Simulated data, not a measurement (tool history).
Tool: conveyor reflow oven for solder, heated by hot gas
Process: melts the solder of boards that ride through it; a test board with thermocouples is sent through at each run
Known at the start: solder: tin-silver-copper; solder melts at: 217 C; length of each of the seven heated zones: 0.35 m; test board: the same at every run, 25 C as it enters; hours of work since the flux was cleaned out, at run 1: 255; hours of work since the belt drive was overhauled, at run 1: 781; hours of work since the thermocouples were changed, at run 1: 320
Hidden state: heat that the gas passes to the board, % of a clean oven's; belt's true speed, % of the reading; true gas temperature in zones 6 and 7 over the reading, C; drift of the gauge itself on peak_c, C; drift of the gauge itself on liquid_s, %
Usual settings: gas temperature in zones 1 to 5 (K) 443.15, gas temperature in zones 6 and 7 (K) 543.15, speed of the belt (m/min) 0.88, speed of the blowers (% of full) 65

| run | hour | gas temperature in zones 1 to 5 (K) | gas temperature in zones 6 and 7 (K) | speed of the belt (m/min) | speed of the blowers (% of full) | hours of work since the flux was cleaned out | hours of work since the belt drive was overhauled | hours of work since the thermocouples were changed | highest temperature of the board (K) | time above the solder's melting point (s) |
|---|---|---|---|---|---|---|---|---|---|---|
| 1 | 0 | 443.15 | 543.15 | 0.88 | 65 | 255 | 781 | 320 | 518.65 | 30.4 |
| 2 | 28.4 | 443.15 | 543.15 | 0.88 | 65 | 275 | 801 | 340 | 518.25 | 30.2 |
| 3 | 40.4 | 443.15 | 543.15 | 0.88 | 72 | 283 | 809 | 348 | 520.75 | 32.2 |
| 4 | 54.8 | 443.15 | 543.15 | 0.88 | 61 | 293 | 819 | 358 | 516.25 | 28.9 |
| 5 | 73.2 | 443.15 | 534.15 | 0.88 | 61 | 306 | 832 | 371 | 509.55 | 23.9 |
|  | 93.1 | belt drive overhauled, speed set with a stopwatch |
| 6 | 93.1 | 443.15 | 534.15 | 0.88 | 61 | 317 | 0 | 382 | 508.25 | 23 |
| 7 | 116.5 | 443.15 | 534.15 | 0.88 | 61 | 333 | 16 | 398 | 508.65 | 22.8 |
| 8 | 130.7 | 443.15 | 534.15 | 0.759 | 61 | 343 | 26 | 408 | 514.25 | 32.5 |
| 9 | 156.2 | 443.15 | 534.15 | 0.759 | 61 | 361 | 44 | 426 | 513.85 | 32.2 |
| 10 | 183.3 | 443.15 | 543.15 | 0.896 | 65 | 380 | 63 | 445 | 516.25 | 27.9 |
| 11 | 210.6 | 443.15 | 543.15 | 0.896 | 65 | 399 | 82 | 464 | 515.85 | 27.7 |
| 12 | 230.5 | 443.15 | 543.15 | 0.896 | 65 | 413 | 96 | 478 | 515.65 | 27.6 |
| 13 | 252 | 443.15 | 543.15 | 0.896 | 65 | 428 | 111 | 493 | 515.65 | 27.6 |
| 14 | 267.5 | 443.15 | 543.15 | 0.896 | 65 | 438 | 122 | 503 | 515.35 | 27.6 |
|  | 283.1 | flux residue cleaned out of gas plates and filters |
| 15 | 288.7 | 443.15 | 543.15 | 0.896 | 65 | 4 | 133 | 515 | 518.05 | 29.4 |
| 16 | 305.4 | 443.15 | 546.15 | 0.88 | 65 | 16 | 144 | 526 | 521.05 | 31.6 |
| 17 | 320.4 | 453.15 | 555.15 | 0.852 | 52 | 26 | 155 | 537 | 525.85 | 37.1 |
| 18 | 336.3 | 429.15 | 552.15 | 0.804 | 52 | 37 | 166 | 548 | 520.25 | 31 |
| 19 | 354.4 | 443.15 | 532.15 | 0.88 | 65 | 50 | 179 | 560 | 509.55 | 24.5 |
| 20 | 375.5 | 451.15 | 554.15 | 0.929 | 82 | 64 | 193 | 575 | 532.75 | 37.2 |
| 21 | 393 | 451.15 | 554.15 | 0.929 | 54 | 77 | 206 | 587 | 521.45 | 30.8 |
| 22 | 414.9 | 451.15 | 554.15 | 0.929 | 54 | 92 | 221 | 603 | 521.15 | 30.8 |
| 23 | 430 | 450.15 | 547.15 | 0.707 | 55 | 102 | 231 | 613 | 527.05 | 46.2 |
| 24 | 452.5 | 450.15 | 547.15 | 0.707 | 55 | 118 | 247 | 629 | 527.05 | 45.6 |
|  | 471.1 | thermocouples of zones 6 and 7 changed |
| 25 | 476.9 | 450.15 | 536.15 | 0.754 | 55 | 134 | 263 | 4 | 516.85 | 36.6 |
| 26 | 492.4 | 430.15 | 543.15 | 0.983 | 65 | 144 | 273 | 15 | 510.05 | 19.6 |
| 27 | 514 | 439.15 | 555.15 | 0.831 | 51 | 159 | 288 | 30 | 523.55 | 33.5 |
| 28 | 528.6 | 439.15 | 555.15 | 0.831 | 51 | 170 | 299 | 40 | 522.95 | 33.4 |
| 29 | 548.4 | 457.15 | 531.15 | 0.88 | 65 | 183 | 312 | 54 | 512.25 | 30.1 |
| 30 | 570.1 | 457.15 | 553.15 | 0.86 | 54 | 199 | 327 | 69 | 526.45 | 37.9 |
| 31 | 583.8 | 454.15 | 543.15 | 0.88 | 67 | 208 | 337 | 79 | 521.75 | 34.9 |

Some steps in highest temperature of the board (K) between neighbouring runs. How much of each would the tool show without its hidden state too (settings, what came in, random variation), and how much is left for the hidden state, with any gauge scatter that isn't in both results?
Run 5 -> 6: belt drive overhauled, speed set with a stopwatch. highest temperature of the board (K) -1.3: hidden state -0.8, all else -0.5.
Run 14 -> 15: flux residue cleaned out of gas plates and filters. highest temperature of the board (K) +2.7: hidden state +2.1, all else +0.6.
Run 19 -> 20: gas temperature in zones 1 to 5 (K) 443.15 -> 451.15, gas temperature in zones 6 and 7 (K) 532.15 -> 554.15, speed of the belt (m/min) 0.88 -> 0.929, speed of the blowers (% of full) 65 -> 82. highest temperature of the board (K) +23.2: hidden state -0.3, all else +23.5.
Run 24 -> 25: gas temperature in zones 6 and 7 (K) 547.15 -> 536.15, speed of the belt (m/min) 0.707 -> 0.754, thermocouples of zones 6 and 7 changed. highest temperature of the board (K) -10.2: hidden state +1.4, all else -11.6.
Run 26 -> 27: gas temperature in zones 1 to 5 (K) 430.15 -> 439.15, gas temperature in zones 6 and 7 (K) 543.15 -> 555.15, speed of the belt (m/min) 0.983 -> 0.831, speed of the blowers (% of full) 65 -> 51. highest temperature of the board (K) +13.5: hidden state +0.2, all else +13.3.
Run 29 -> 30: gas temperature in zones 6 and 7 (K) 531.15 -> 553.15, speed of the belt (m/min) 0.88 -> 0.86, speed of the blowers (% of full) 65 -> 54. highest temperature of the board (K) +14.2: hidden state -0.1, all else +14.3.

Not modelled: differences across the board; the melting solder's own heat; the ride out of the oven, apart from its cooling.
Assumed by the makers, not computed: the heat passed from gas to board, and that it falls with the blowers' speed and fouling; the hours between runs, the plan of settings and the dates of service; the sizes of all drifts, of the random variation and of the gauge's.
